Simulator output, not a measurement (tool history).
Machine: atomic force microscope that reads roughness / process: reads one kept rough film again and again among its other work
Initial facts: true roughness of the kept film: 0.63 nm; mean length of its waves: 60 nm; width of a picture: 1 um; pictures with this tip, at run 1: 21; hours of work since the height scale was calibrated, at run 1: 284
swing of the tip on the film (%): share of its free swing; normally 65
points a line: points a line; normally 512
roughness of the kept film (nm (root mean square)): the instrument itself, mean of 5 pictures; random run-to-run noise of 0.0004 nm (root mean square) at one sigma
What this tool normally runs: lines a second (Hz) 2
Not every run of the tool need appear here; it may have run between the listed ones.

run    hour  lines a second (Hz)  swing of the tip on the film (%)  points a line  pictures with this tip  hours of work since the height scale was calibrated  roughness of the kept film (nm (root mean square))
  1       0                    2                                65            512                      21                                                  284                                              0.6055
  2    17.4                 3.75                                65            512                      36                                                  294                                              0.5883
  3    39.1                 3.75                                87            512                      56                                                  306                                              0.5173
  4    54.2                 3.75                                87            512                      70                                                  315                                              0.5171
       59.3  -- new tip fitted
  5    88.1                 3.75                                87            512                      26                                                  333                                              0.5161
  6   118.8                 3.75                                87            512                      54                                                  351                                              0.5167
      141.7  -- new tip fitted
  7   149.9                    2                                65            960                       7                                                  368                                              0.6053
  8   180.4                    2                                65            960                      35                                                  385                                              0.6061
  9     209                    2                                65            960                      61                                                  401                                               0.606
      223.6  -- new tip fitted
 10   226.2                    2                                65            960                       2                                                  410                                              0.6062
 11   250.2                    2                                65            960                      24                                                  424                                              0.6064
 12   279.2                    2                                65            960                      50                                                  440                                              0.6064
        306  -- new tip fitted
 13   307.6                    2                                65            960                       2                                                  456                                              0.6057
 14   340.8                    2                                65            960                      32                                                  474                                              0.6061
 15   374.3                  2.2                                65            960                      62                                                  493                                               0.605
      386.6  -- new tip fitted
 16   405.8                  2.2                                65            960                      17                                                  511                                              0.6039
 17   438.4                    2                                65            512                      47                                                  529                                               0.606
 18     454                    2                                65            512                      61                                                  538                                              0.6052
      469.3  -- new tip fitted
 19   470.4                    2                                65            725                       1                                                  547                                              0.6067
 20   495.2                    2                                76            725                      24                                                  561                                              0.5886
 21   526.2                    2                                65            470                      52                                                  578                                              0.6061
      551.3  -- new tip fitted
 22   556.3                    2                                65            470                       4                                                  595                                              0.6058
 23   576.6                  1.3                                85            806                      23                                                  606                                              0.5881
 24     593                 1.15                                85            945                      38                                                  615                                              0.5922
 25   618.2                 1.15                                85            945                      60                                                  630                                              0.5922
      634.1  -- new tip fitted
 26   646.6                 1.92                                76            945                      12                                                  645                                              0.5891
 27   665.7                 1.82                                60            512                      29                                                  656                                              0.6137
 28   693.4                 1.34                                62            302                      54                                                  671                                              0.6138
      716.4  -- new tip fitted
 29   730.2                 2.21                                65            512                      13                                                  692                                              0.6037
 30   754.3                 0.59                                67            512                      35                                                  705                                              0.6202
 31   777.6                 2.71                                64            357                      56                                                  719                                              0.5993
      797.1  -- new tip fitted
 32   799.3                 2.71                                64            357                       2                                                  730                                              0.5993
 33   827.3                 2.71                                64            357                      27                                                  746                                              0.6001
 34   848.5                 2.71                                64            357                      46                                                  758                                              0.5994
 35   870.5                 2.14                                65            562                      66                                                  770                                              0.6045
      880.6  -- new tip fitted
 36   886.5                 1.47                                79            361                       5                                                  779                                              0.5924
 37   919.3                 1.47                                79            361                      35                                                  798                                              0.5926
 38   941.8                 1.47                                79            361                      55                                                  810                                              0.5928
      961.4  -- new tip fitted
 39     967                 3.26                                79            518                       5                                                  824                                              0.5577
 40   985.5                 3.26                                86            810                      21                                                  834                                              0.5334
 41  1003.4                 0.61                                63            512                      37                                                  845                                              0.6208
 42  1029.4                    2                                65            878                      61                                                  859                                              0.6061
     1042.9  -- new tip fitted
 43  1056.3                 1.03                                58            389                      12                                                  874                                              0.6188
 44  1076.7                 1.03                                58            389                      30                                                  885                                              0.6189

Branching from run 44: 5 alternative next runs. What would each branch give?
  A  1095.5                  0.9                                57            512                      47                                                  896                                                   ?
  B  1095.5                 1.78                                58            389                      47                                                  896                                                   ?
  C  1095.5                 1.03                                69            389                      47                                                  896                                                   ?
  D  1095.5                    2                                59            512                      47                                                  896                                                   ?
  E  1095.5                 2.49                                65            512                      47                                                  896                                                   ?

run  roughness of the kept film (nm (root mean square))
  A                                              0.6205
  B                                              0.6138
  C                                              0.6122
  D                                              0.6122
  E                                              0.6006
Take away the tool's hidden state, keep each run's random variation, and the runs would have read:
run  roughness of the kept film (nm (root mean square))
  A                                              0.6205
  B                                              0.6138
  C                                              0.6122
  D                                              0.6122
  E                                              0.6006

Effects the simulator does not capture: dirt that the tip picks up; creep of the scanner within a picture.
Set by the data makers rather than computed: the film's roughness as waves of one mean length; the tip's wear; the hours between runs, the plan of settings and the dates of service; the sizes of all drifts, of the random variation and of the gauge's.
